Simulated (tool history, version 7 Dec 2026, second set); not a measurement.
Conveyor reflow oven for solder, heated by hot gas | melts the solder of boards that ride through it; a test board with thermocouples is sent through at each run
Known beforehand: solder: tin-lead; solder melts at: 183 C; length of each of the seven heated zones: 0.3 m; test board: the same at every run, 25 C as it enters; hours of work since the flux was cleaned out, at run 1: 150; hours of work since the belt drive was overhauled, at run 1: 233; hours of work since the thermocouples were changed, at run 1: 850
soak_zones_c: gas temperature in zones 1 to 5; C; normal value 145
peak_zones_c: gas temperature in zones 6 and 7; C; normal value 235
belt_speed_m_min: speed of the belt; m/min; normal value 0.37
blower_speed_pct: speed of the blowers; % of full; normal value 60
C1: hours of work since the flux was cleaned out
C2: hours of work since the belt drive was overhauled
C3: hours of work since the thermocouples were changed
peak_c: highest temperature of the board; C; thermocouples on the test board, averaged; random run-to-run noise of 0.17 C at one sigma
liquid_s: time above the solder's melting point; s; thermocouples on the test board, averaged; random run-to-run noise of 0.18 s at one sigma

{"run": 1, "hour": 0.0, "soak_zones_c": 145, "peak_zones_c": 235, "belt_speed_m_min": 0.37, "blower_speed_pct": 60, "C1": 150, "C2": 233, "C3": 850, "peak_c": 214.3, "liquid_s": 72.6}
{"hour": 25.0, "done": "flux residue cleaned out of gas plates and filters"}
{"run": 2, "hour": 45.7, "soak_zones_c": 145, "peak_zones_c": 235, "belt_speed_m_min": 0.355, "blower_speed_pct": 60, "C1": 15, "C2": 262, "C3": 880, "peak_c": 216.6, "liquid_s": 79.4}
{"run": 3, "hour": 97.6, "soak_zones_c": 145, "peak_zones_c": 235, "belt_speed_m_min": 0.355, "blower_speed_pct": 60, "C1": 53, "C2": 300, "C3": 918, "peak_c": 216.2, "liquid_s": 79.1}
{"hour": 123.5, "done": "thermocouples of zones 6 and 7 changed"}
{"run": 4, "hour": 152.0, "soak_zones_c": 145, "peak_zones_c": 235, "belt_speed_m_min": 0.37, "blower_speed_pct": 60, "C1": 91, "C2": 339, "C3": 21, "peak_c": 217, "liquid_s": 75.9}
{"run": 5, "hour": 196.6, "soak_zones_c": 145, "peak_zones_c": 235, "belt_speed_m_min": 0.37, "blower_speed_pct": 60, "C1": 124, "C2": 371, "C3": 53, "peak_c": 216.4, "liquid_s": 75.4}
{"run": 6, "hour": 242.7, "soak_zones_c": 145, "peak_zones_c": 232, "belt_speed_m_min": 0.37, "blower_speed_pct": 60, "C1": 158, "C2": 405, "C3": 87, "peak_c": 213.6, "liquid_s": 72.5}
{"hour": 258.4, "done": "flux residue cleaned out of gas plates and filters"}
{"run": 7, "hour": 280.2, "soak_zones_c": 145, "peak_zones_c": 242, "belt_speed_m_min": 0.37, "blower_speed_pct": 60, "C1": 16, "C2": 429, "C3": 111, "peak_c": 223.3, "liquid_s": 82.4}
{"run": 8, "hour": 338.8, "soak_zones_c": 145, "peak_zones_c": 242, "belt_speed_m_min": 0.37, "blower_speed_pct": 60, "C1": 59, "C2": 471, "C3": 154, "peak_c": 222.7, "liquid_s": 81.8}
{"run": 9, "hour": 394.5, "soak_zones_c": 145, "peak_zones_c": 242, "belt_speed_m_min": 0.37, "blower_speed_pct": 60, "C1": 99, "C2": 512, "C3": 194, "peak_c": 222.4, "liquid_s": 81}
{"run": 10, "hour": 457.9, "soak_zones_c": 145, "peak_zones_c": 242, "belt_speed_m_min": 0.37, "blower_speed_pct": 60, "C1": 146, "C2": 559, "C3": 241, "peak_c": 221.3, "liquid_s": 80.8}
{"hour": 492.1, "done": "flux residue cleaned out of gas plates and filters"}
{"run": 11, "hour": 520.4, "soak_zones_c": 145, "peak_zones_c": 242, "belt_speed_m_min": 0.37, "blower_speed_pct": 60, "C1": 21, "C2": 601, "C3": 283, "peak_c": 222.7, "liquid_s": 82}
{"hour": 529.3, "done": "belt drive overhauled, speed set with a stopwatch"}
{"run": 12, "hour": 570.8, "soak_zones_c": 145, "peak_zones_c": 235, "belt_speed_m_min": 0.37, "blower_speed_pct": 60, "C1": 55, "C2": 30, "C3": 317, "peak_c": 216.1, "liquid_s": 76.2}
{"run": 13, "hour": 607.9, "soak_zones_c": 145, "peak_zones_c": 235, "belt_speed_m_min": 0.37, "blower_speed_pct": 60, "C1": 82, "C2": 57, "C3": 344, "peak_c": 215.6, "liquid_s": 75.9}
{"run": 14, "hour": 664.7, "soak_zones_c": 145, "peak_zones_c": 235, "belt_speed_m_min": 0.32, "blower_speed_pct": 60, "C1": 123, "C2": 99, "C3": 385, "peak_c": 220.2, "liquid_s": 93.4}
{"run": 15, "hour": 696.8, "soak_zones_c": 145, "peak_zones_c": 235, "belt_speed_m_min": 0.32, "blower_speed_pct": 60, "C1": 147, "C2": 122, "C3": 409, "peak_c": 219.7, "liquid_s": 93.2}
{"hour": 729.9, "done": "flux residue cleaned out of gas plates and filters"}
{"run": 16, "hour": 772.6, "soak_zones_c": 145, "peak_zones_c": 246, "belt_speed_m_min": 0.37, "blower_speed_pct": 56, "C1": 31, "C2": 174, "C3": 461, "peak_c": 224.5, "liquid_s": 84.2}
{"run": 17, "hour": 813.0, "soak_zones_c": 145, "peak_zones_c": 246, "belt_speed_m_min": 0.37, "blower_speed_pct": 56, "C1": 61, "C2": 204, "C3": 490, "peak_c": 224.8, "liquid_s": 83.9}
{"run": 18, "hour": 864.2, "soak_zones_c": 145, "peak_zones_c": 228, "belt_speed_m_min": 0.37, "blower_speed_pct": 56, "C1": 98, "C2": 241, "C3": 528, "peak_c": 208.7, "liquid_s": 67.4}
{"run": 19, "hour": 905.4, "soak_zones_c": 159, "peak_zones_c": 236, "belt_speed_m_min": 0.351, "blower_speed_pct": 70, "C1": 128, "C2": 271, "C3": 558, "peak_c": 221.8, "liquid_s": 95.3}
{"hour": 966.1, "done": "flux residue cleaned out of gas plates and filters"}
{"run": 20, "hour": 975.6, "soak_zones_c": 145, "peak_zones_c": 235, "belt_speed_m_min": 0.364, "blower_speed_pct": 87, "C1": 7, "C2": 319, "C3": 605, "peak_c": 221.1, "liquid_s": 83.9}
{"hour": 1005.6, "done": "belt drive overhauled, speed set with a stopwatch, once more"}
{"run": 21, "hour": 1054.8, "soak_zones_c": 145, "peak_zones_c": 235, "belt_speed_m_min": 0.364, "blower_speed_pct": 87, "C1": 62, "C2": 36, "C3": 660, "peak_c": 220, "liquid_s": 81.1}
{"run": 22, "hour": 1116.1, "soak_zones_c": 145, "peak_zones_c": 235, "belt_speed_m_min": 0.312, "blower_speed_pct": 60, "C1": 107, "C2": 81, "C3": 705, "peak_c": 219.6, "liquid_s": 94.5}
{"run": 23, "hour": 1164.5, "soak_zones_c": 145, "peak_zones_c": 235, "belt_speed_m_min": 0.312, "blower_speed_pct": 60, "C1": 142, "C2": 116, "C3": 741, "peak_c": 219.1, "liquid_s": 94.3}
{"hour": 1200.6, "done": "flux residue cleaned out of gas plates and filters"}
{"run": 24, "hour": 1232.0, "soak_zones_c": 145, "peak_zones_c": 242, "belt_speed_m_min": 0.401, "blower_speed_pct": 60, "C1": 23, "C2": 162, "C3": 786, "peak_c": 218.1, "liquid_s": 70.3}
{"run": 25, "hour": 1303.4, "soak_zones_c": 145, "peak_zones_c": 242, "belt_speed_m_min": 0.401, "blower_speed_pct": 60, "C1": 75, "C2": 214, "C3": 839, "peak_c": 217.1, "liquid_s": 70.1}
{"run": 26, "hour": 1340.8, "soak_zones_c": 131, "peak_zones_c": 235, "belt_speed_m_min": 0.361, "blower_speed_pct": 60, "C1": 102, "C2": 241, "C3": 866, "peak_c": 212, "liquid_s": 65.8}
{"run": 27, "hour": 1419.2, "soak_zones_c": 131, "peak_zones_c": 235, "belt_speed_m_min": 0.361, "blower_speed_pct": 60, "C1": 160, "C2": 299, "C3": 923, "peak_c": 211.3, "liquid_s": 64.9}
{"hour": 1434.1, "done": "flux residue cleaned out of gas plates and filters"}
{"hour": 1440.9, "done": "thermocouples of zones 6 and 7 changed"}
{"run": 28, "hour": 1470.1, "soak_zones_c": 131, "peak_zones_c": 225, "belt_speed_m_min": 0.361, "blower_speed_pct": 61, "C1": 25, "C2": 331, "C3": 21, "peak_c": 207.6, "liquid_s": 60.1}
{"run": 29, "hour": 1536.0, "soak_zones_c": 139, "peak_zones_c": 235, "belt_speed_m_min": 0.31, "blower_speed_pct": 60, "C1": 73, "C2": 379, "C3": 69, "peak_c": 221.9, "liquid_s": 94.2}

Consider 5 possible next runs. They are alternatives, not a sequence: every one starts from the tool as it was left by run 29. What does each give?
{"run": "A", "hour": 1590.2, "soak_zones_c": 143, "peak_zones_c": 226, "belt_speed_m_min": 0.38, "blower_speed_pct": 60, "C1": 113, "C2": 419, "C3": 109, "peak_c": "?", "liquid_s": "?"}
{"run": "B", "hour": 1590.2, "soak_zones_c": 145, "peak_zones_c": 240, "belt_speed_m_min": 0.336, "blower_speed_pct": 71, "C1": 113, "C2": 419, "C3": 109, "peak_c": "?", "liquid_s": "?"}
{"run": "C", "hour": 1590.2, "soak_zones_c": 145, "peak_zones_c": 235, "belt_speed_m_min": 0.392, "blower_speed_pct": 56, "C1": 113, "C2": 419, "C3": 109, "peak_c": "?", "liquid_s": "?"}
{"run": "D", "hour": 1590.2, "soak_zones_c": 144, "peak_zones_c": 234, "belt_speed_m_min": 0.37, "blower_speed_pct": 60, "C1": 113, "C2": 419, "C3": 109, "peak_c": "?", "liquid_s": "?"}
{"run": "E", "hour": 1590.2, "soak_zones_c": 139, "peak_zones_c": 235, "belt_speed_m_min": 0.381, "blower_speed_pct": 60, "C1": 113, "C2": 419, "C3": 109, "peak_c": "?", "liquid_s": "?"}

run=A peak_c=208 liquid_s=62.5
run=B peak_c=226 liquid_s=93.6
run=C peak_c=214 liquid_s=67.6
run=D peak_c=215.7 liquid_s=74
run=E peak_c=214.5 liquid_s=68.1
Without the tool's hidden state the same runs would have given:
run=A peak_c=209 liquid_s=63.5
run=B peak_c=227.1 liquid_s=93.7
run=C peak_c=215 liquid_s=68.2
run=D peak_c=216.8 liquid_s=74.6
run=E peak_c=215.6 liquid_s=68.8

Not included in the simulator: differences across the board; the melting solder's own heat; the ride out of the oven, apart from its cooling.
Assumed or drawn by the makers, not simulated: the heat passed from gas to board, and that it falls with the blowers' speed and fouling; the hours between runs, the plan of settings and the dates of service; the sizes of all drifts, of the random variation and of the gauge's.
